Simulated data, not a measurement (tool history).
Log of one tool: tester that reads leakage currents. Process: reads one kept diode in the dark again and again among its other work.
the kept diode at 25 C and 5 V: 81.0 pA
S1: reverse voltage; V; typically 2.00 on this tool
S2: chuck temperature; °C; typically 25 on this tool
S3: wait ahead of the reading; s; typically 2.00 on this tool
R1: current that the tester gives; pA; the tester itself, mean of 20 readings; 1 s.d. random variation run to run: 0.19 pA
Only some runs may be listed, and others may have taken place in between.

| run | hour | S1 | S2 | S3 | R1 |
|---|---|---|---|---|---|
| 1 | 0.0 | 2.00 | 25 | 2.00 | 61.69 |
| 2 | 74.6 | 2.00 | 25 | 0.35 | 63.15 |
| 3 | 213.0 | 2.00 | 25 | 0.35 | 63.97 |
| 4 | 284.1 | 15.57 | 25 | 0.35 | 134.88 |
| 5 | 377.7 | 10.81 | 25 | 2.00 | 107.48 |
|  | 449.1 | chuck's temperature calibrated |
| 6 | 486.9 | 2.00 | 25 | 2.00 | 61.47 |
| 7 | 613.0 | 2.00 | 25 | 2.00 | 61.76 |
| 8 | 738.9 | 2.00 | 25 | 2.00 | 61.80 |
| 9 | 864.0 | 2.00 | 52 | 2.00 | 409.33 |
| 10 | 957.5 | 2.00 | 52 | 2.00 | 410.20 |
|  | 993.7 | tester calibrated |
| 11 | 1107.7 | 2.00 | 25 | 2.00 | 63.00 |
| 12 | 1220.2 | 7.46 | 21 | 0.42 | 78.21 |
| 13 | 1368.6 | 7.46 | 21 | 0.42 | 78.18 |
| 14 | 1462.4 | 7.46 | 21 | 0.42 | 78.92 |
| 15 | 1560.9 | 2.07 | 31 | 9.72 | 100.66 |
| 16 | 1704.1 | 2.07 | 31 | 9.72 | 100.23 |
| 17 | 1766.7 | 2.07 | 26 | 6.90 | 69.40 |
| 18 | 1857.2 | 2.07 | 26 | 6.90 | 70.02 |
| 19 | 1925.4 | 2.07 | 50 | 0.98 | 374.73 |
| 20 | 2029.5 | 2.07 | 50 | 0.98 | 374.38 |
| 21 | 2136.1 | 2.07 | 50 | 0.98 | 376.26 |
| 22 | 2286.9 | 2.07 | 50 | 0.98 | 374.43 |

5 ways to go on from here, each from the tool as it stands after run 22. What would each give?
| A | 2409.2 | 1.60 | 50 | 1.30 | ? |
| B | 2409.2 | 2.65 | 24 | 0.98 | ? |
| C | 2409.2 | 8.64 | 45 | 0.33 | ? |
| D | 2409.2 | 4.16 | 40 | 0.83 | ? |
| E | 2409.2 | 3.22 | 55 | 5.64 | ? |

| run | R1 |
|---|---|
| A | 347.99 |
| B | 66.08 |
| C | 436.72 |
| D | 241.48 |
| E | 594.59 |
Without the tool's hidden state the same runs would have given:
| run | R1 |
|---|---|
| A | 335.18 |
| B | 62.15 |
| C | 417.40 |
| D | 230.63 |
| E | 573.16 |
